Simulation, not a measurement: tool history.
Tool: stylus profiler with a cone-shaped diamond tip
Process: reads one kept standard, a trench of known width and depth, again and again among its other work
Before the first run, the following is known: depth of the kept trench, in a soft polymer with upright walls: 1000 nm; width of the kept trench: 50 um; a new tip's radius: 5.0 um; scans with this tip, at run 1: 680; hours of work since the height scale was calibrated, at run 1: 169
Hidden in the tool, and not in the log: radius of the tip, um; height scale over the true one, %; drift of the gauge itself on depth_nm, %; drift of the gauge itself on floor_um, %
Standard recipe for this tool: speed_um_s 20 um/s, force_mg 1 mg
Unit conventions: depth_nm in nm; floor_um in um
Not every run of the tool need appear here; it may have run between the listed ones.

run   hour  speed_um_s  force_mg  scans with this tip  hours of work since the height scale was calibrated  depth_nm  floor_um
  1      0          20         1                  680                                                  169   1009.35     43.85
  2   12.1          20         1                  700                                                  174   1009.67     43.82
  3   27.3          20         1                  724                                                  180   1009.55     43.85
  4   43.5          20         1                  751                                                  186   1009.49     43.84
  5   54.2          20         1                  768                                                  191   1009.53     43.87
  6   73.2          20         1                  799                                                  198    1009.3     43.77
  7   84.8          20         1                  818                                                  203   1009.79      43.8
  8  101.8          24         1                  846                                                  210    1009.7     43.78
  9  110.7          24         1                  860                                                  213   1009.29     43.76
 10    124          20      0.72                  882                                                  219   1007.87     43.81
 11  134.9          20      0.72                  899                                                  223   1007.67     43.81
 12  153.8          20      0.72                  930                                                  231   1007.92     43.74
 13  164.5          20      0.91                  948                                                  235   1009.24     43.79
 14  177.2          20       0.5                  968                                                  240    1006.4     43.74
 15  192.3          20       0.5                  993                                                  246   1006.26     43.74
 16  210.3          20         1                 1022                                                  254   1009.71     43.82
 17  225.2          20         1                 1047                                                  260   1010.02     43.83
 18  237.9          20         1                 1067                                                  265   1009.44      43.8
 19  253.9          20         1                 1093                                                  271    1009.8      43.8
 20  272.5          20      0.85                 1123                                                  279   1008.65     43.77
 21  281.2          20      0.85                 1138                                                  282   1008.83      43.8
 22  294.7          20      2.49                 1160                                                  288   1017.05     43.84
 23  306.5          20      2.49                 1179                                                  292   1017.37     43.83
 24  319.8          52      2.49                 1201                                                  298   1016.86     43.73
 25  328.8          52      2.49                 1215                                                  301   1017.88     43.73
 26  340.3          52      2.49                 1234                                                  306   1017.59     43.72
 27  352.3          14      0.42                 1253                                                  311   1005.99     43.73
 28  370.5          14      0.42                 1283                                                  318   1006.09     43.78
 29    379           8      1.55                 1297                                                  322   1012.83      43.8
 30  393.2          71       1.2                 1320                                                  328   1011.26     43.54
 31  401.5          60      0.42                 1334                                                  331   1005.64     43.38
 32  414.8          10      0.38                 1355                                                  336   1005.57     43.77
 33  433.4          10      0.38                 1385                                                  344   1005.55     43.78
 34  442.3          16      0.51                 1400                                                  347   1006.37     43.79
 35  456.6          20      0.42                 1423                                                  353   1005.96      43.7
 36    467          20      1.99                 1440                                                  357   1015.08     43.78
 37  476.7          20      1.99                 1456                                                  361   1015.17     43.76
 38  493.5          13      2.32                 1483                                                  368    1016.7     43.79
 39  504.9          29      2.91                 1502                                                  373   1019.59      43.8
 40    515          28      0.37                 1518                                                  377   1005.21     43.59
 41  526.8          12      0.37                 1538                                                  381   1005.46     43.74
 42  536.8           7      0.34                 1554                                                  385   1005.37     43.78
 43  552.5          13         1                 1579                                                  392   1009.88     43.77
 44  571.1          13      2.58                 1610                                                  399    1018.5     43.81
 45  583.6          55      0.82                 1630                                                  404   1008.56     43.56
 46  591.5          20      1.45                 1643                                                  408   1012.64     43.74
 47  599.4          15      1.19                 1656                                                  411   1011.21     43.75

Forecast each of these 4 alternatives for the next run:
  A  607.6           8      0.73                 1669                                                  414         ?         ?
  B  607.6          11      1.59                 1669                                                  414         ?         ?
  C  607.6          52      1.19                 1669                                                  414         ?         ?
  D  607.6          15       1.8                 1669                                                  414         ?         ?

run  depth_nm  floor_um
  A    1008.5     43.78
  B   1013.43     43.84
  C   1010.88     43.62
  D   1014.42     43.81
With no hidden state in the tool, these same runs would have given:
run  depth_nm  floor_um
  A   1007.73     43.92
  B   1012.66     43.98
  C   1010.12     43.76
  D   1013.65     43.96

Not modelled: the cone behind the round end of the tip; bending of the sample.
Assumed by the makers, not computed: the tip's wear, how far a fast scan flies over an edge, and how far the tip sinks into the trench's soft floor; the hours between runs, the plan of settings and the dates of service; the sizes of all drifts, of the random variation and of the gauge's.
